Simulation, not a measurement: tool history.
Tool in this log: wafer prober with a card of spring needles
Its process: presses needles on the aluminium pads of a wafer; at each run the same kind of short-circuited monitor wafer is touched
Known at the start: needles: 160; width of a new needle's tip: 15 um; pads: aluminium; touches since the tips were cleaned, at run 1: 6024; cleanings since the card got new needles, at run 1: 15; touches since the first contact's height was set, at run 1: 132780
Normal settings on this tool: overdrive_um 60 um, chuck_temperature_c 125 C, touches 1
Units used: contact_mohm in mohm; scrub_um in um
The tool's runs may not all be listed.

run	hour	overdrive_um	chuck_temperature_c	touches	touches since the tips were cleaned	cleanings since the card got new needles	touches since the first contact's height was set	contact_mohm	scrub_um
1	0.0	60	125	1	6024	15	132780	285	13.20
# hour 3.4: tips cleaned on abrasive film
# hour 19.9: tips cleaned on abrasive film
# hour 36.3: tips cleaned on abrasive film
# hour 52.8: tips cleaned on abrasive film
# hour 66.0: tips cleaned on abrasive film
# hour 82.5: tips cleaned on abrasive film
# hour 95.7: tips cleaned on abrasive film
2	98.2	60	125	1	1411	22	187790	254	13.15
# hour 111.4: tips cleaned on abrasive film
# hour 124.8: height of the first contact set anew
# hour 128.2: tips cleaned on abrasive film
# hour 141.4: tips cleaned on abrasive film
3	144.6	60	125	1	1817	25	11058	255	13.45
# hour 157.8: tips cleaned on abrasive film
# hour 174.3: tips cleaned on abrasive film
# hour 190.7: tips cleaned on abrasive film
# hour 207.2: tips cleaned on abrasive film
# hour 220.4: tips cleaned on abrasive film
4	232.6	60	125	1	6889	30	60455	286	13.35
# hour 236.0: tips cleaned on abrasive film
# hour 252.5: tips cleaned on abrasive film
# hour 265.7: tips cleaned on abrasive film
5	274.1	60	42	1	4789	33	83727	274	13.45
# hour 280.8: tips cleaned on abrasive film
# hour 294.0: tips cleaned on abrasive film
# hour 310.5: tips cleaned on abrasive film
# hour 323.7: tips cleaned on abrasive film
# hour 340.1: tips cleaned on abrasive film
# hour 353.3: tips cleaned on abrasive film
# hour 369.8: tips cleaned on abrasive film
6	371.4	60	125	2	907	40	138230	232	13.08
# hour 384.6: tips cleaned on abrasive film
# hour 397.8: tips cleaned on abrasive film
# hour 414.3: tips cleaned on abrasive film
# hour 430.8: tips cleaned on abrasive film
7	443.3	60	125	1	7069	44	178565	289	12.98
# hour 446.7: tips cleaned on abrasive film
# hour 459.9: tips cleaned on abrasive film
# hour 476.4: tips cleaned on abrasive film
# hour 486.5: height of the first contact set anew
# hour 489.9: tips cleaned on abrasive film
8	501.8	60	125	1	6726	48	8574	288	13.51
# hour 505.2: tips cleaned on abrasive film
# hour 521.6: tips cleaned on abrasive film
# hour 538.1: tips cleaned on abrasive film
# hour 551.3: tips cleaned on abrasive film
# hour 567.8: tips cleaned on abrasive film
9	580.6	60	125	1	7255	53	52793	291	13.38
# hour 584.0: tips cleaned on abrasive film
# hour 600.5: tips cleaned on abrasive film
# hour 613.7: tips cleaned on abrasive film
# hour 626.9: tips cleaned on abrasive film
# hour 643.4: tips cleaned on abrasive film
# hour 657.5: tips cleaned on abrasive film
10	657.5	60	125	1	0	59	95811	224	13.34
# hour 673.9: tips cleaned on abrasive film
# hour 690.4: tips cleaned on abrasive film
# hour 703.6: tips cleaned on abrasive film
11	710.2	60	125	1	3738	62	125422	290	13.25
# hour 716.9: tips cleaned on abrasive film
# hour 730.1: tips cleaned on abrasive film
# hour 743.3: tips cleaned on abrasive film
# hour 756.5: tips cleaned on abrasive film
12	758.9	60	125	1	1395	66	152684	249	13.04
# hour 772.1: tips cleaned on abrasive film
# hour 785.3: tips cleaned on abrasive film
# hour 801.8: tips cleaned on abrasive film
# hour 815.0: tips cleaned on abrasive film
# hour 829.9: tips cleaned on abrasive film
13	829.9	71	63	1	0	71	192449	211	15.46
# hour 846.4: tips cleaned on abrasive film
# hour 846.7: height of the first contact set anew
# hour 859.9: tips cleaned on abrasive film
# hour 876.4: tips cleaned on abrasive film
# hour 889.6: tips cleaned on abrasive film
# hour 906.0: tips cleaned on abrasive film
14	907.0	71	31	1	570	76	33837	221	15.81
# hour 920.2: tips cleaned on abrasive film
# hour 933.4: tips cleaned on abrasive film
# hour 949.9: tips cleaned on abrasive film
15	962.5	71	66	2	7116	79	64980	241	15.86
# hour 965.9: tips cleaned on abrasive film
# hour 982.4: tips cleaned on abrasive film
# hour 998.9: tips cleaned on abrasive film
# hour 1015.3: tips cleaned on abrasive film
# hour 1031.8: tips cleaned on abrasive film
# hour 1048.3: tips cleaned on abrasive film
16	1060.5	64	65	1	6920	85	119951	282	14.19
# hour 1063.9: tips cleaned on abrasive film
# hour 1077.1: tips cleaned on abrasive film
# hour 1090.3: tips cleaned on abrasive film
# hour 1106.8: tips cleaned on abrasive film
# hour 1123.3: tips cleaned on abrasive film
# hour 1136.5: tips cleaned on abrasive film
17	1136.5	67	83	2	0	91	162460	208	14.68
# hour 1152.7: tips cleaned on abrasive film
# hour 1169.2: tips cleaned on abrasive film
# hour 1182.4: tips cleaned on abrasive film
# hour 1198.9: tips cleaned on abrasive film
18	1200.8	67	83	2	1097	95	198545	227	14.55
# hour 1207.7: height of the first contact set anew
# hour 1214.3: tips cleaned on abrasive film
# hour 1227.5: tips cleaned on abrasive film
# hour 1240.7: tips cleaned on abrasive film
# hour 1257.2: tips cleaned on abrasive film
# hour 1270.4: tips cleaned on abrasive film
# hour 1286.9: tips cleaned on abrasive film
19	1298.5	67	83	2	6540	101	50895	253	14.95
# hour 1301.8: tips cleaned on abrasive film
# hour 1315.0: tips cleaned on abrasive film
# hour 1331.5: tips cleaned on abrasive film
# hour 1348.0: tips cleaned on abrasive film
# hour 1364.5: tips cleaned on abrasive film
# hour 1380.9: tips cleaned on abrasive film
20	1383.2	67	83	2	1288	107	98386	230	14.69
# hour 1396.4: tips cleaned on abrasive film
# hour 1409.6: tips cleaned on abrasive film
# hour 1426.1: tips cleaned on abrasive film
21	1437.5	68	43	2	6425	110	128836	244	14.99
# hour 1440.8: tips cleaned on abrasive film
# hour 1457.3: tips cleaned on abrasive film
# hour 1470.5: tips cleaned on abrasive film
# hour 1487.0: tips cleaned on abrasive film
22	1488.6	68	43	2	899	114	157457	218	14.95
# hour 1501.8: tips cleaned on abrasive film
# hour 1515.0: tips cleaned on abrasive film
# hour 1531.5: tips cleaned on abrasive film
# hour 1544.7: tips cleaned on abrasive film
# hour 1561.1: tips cleaned on abrasive film
# hour 1568.0: height of the first contact set anew
23	1574.0	60	125	1	7106	119	3411	307	13.52
# hour 1577.4: tips cleaned on abrasive film
# hour 1590.6: tips cleaned on abrasive film
# hour 1607.1: tips cleaned on abrasive film
# hour 1620.3: tips cleaned on abrasive film
24	1623.3	60	29	2	1708	123	30993	235	13.40

Here are 5 independent what-if runs from the current tool condition. What would each one return?
# hour 1636.5: tips cleaned on abrasive film
# hour 1653.0: tips cleaned on abrasive film
# hour 1666.2: tips cleaned on abrasive film
A	1674.8	72	81	1	4861	126	59880	?	?
# hour 1636.5: tips cleaned on abrasive film
# hour 1653.0: tips cleaned on abrasive film
# hour 1666.2: tips cleaned on abrasive film
B	1674.8	60	27	1	4861	126	59880	?	?
# hour 1636.5: tips cleaned on abrasive film
# hour 1653.0: tips cleaned on abrasive film
# hour 1666.2: tips cleaned on abrasive film
C	1674.8	59	29	3	4861	126	59880	?	?
# hour 1636.5: tips cleaned on abrasive film
# hour 1653.0: tips cleaned on abrasive film
# hour 1666.2: tips cleaned on abrasive film
D	1674.8	63	125	1	4861	126	59880	?	?
# hour 1636.5: tips cleaned on abrasive film
# hour 1653.0: tips cleaned on abrasive film
# hour 1666.2: tips cleaned on abrasive film
E	1674.8	70	50	2	4861	126	59880	?	?

run	contact_mohm	scrub_um
A	272	16.07
B	295	13.26
C	236	13.22
D	295	14.05
E	247	15.65
Stripped of hidden state, with their random variation kept, the same runs would have yielded:
run	contact_mohm	scrub_um
A	204	16.23
B	194	13.41
C	197	13.38
D	214	14.21
E	200	15.81
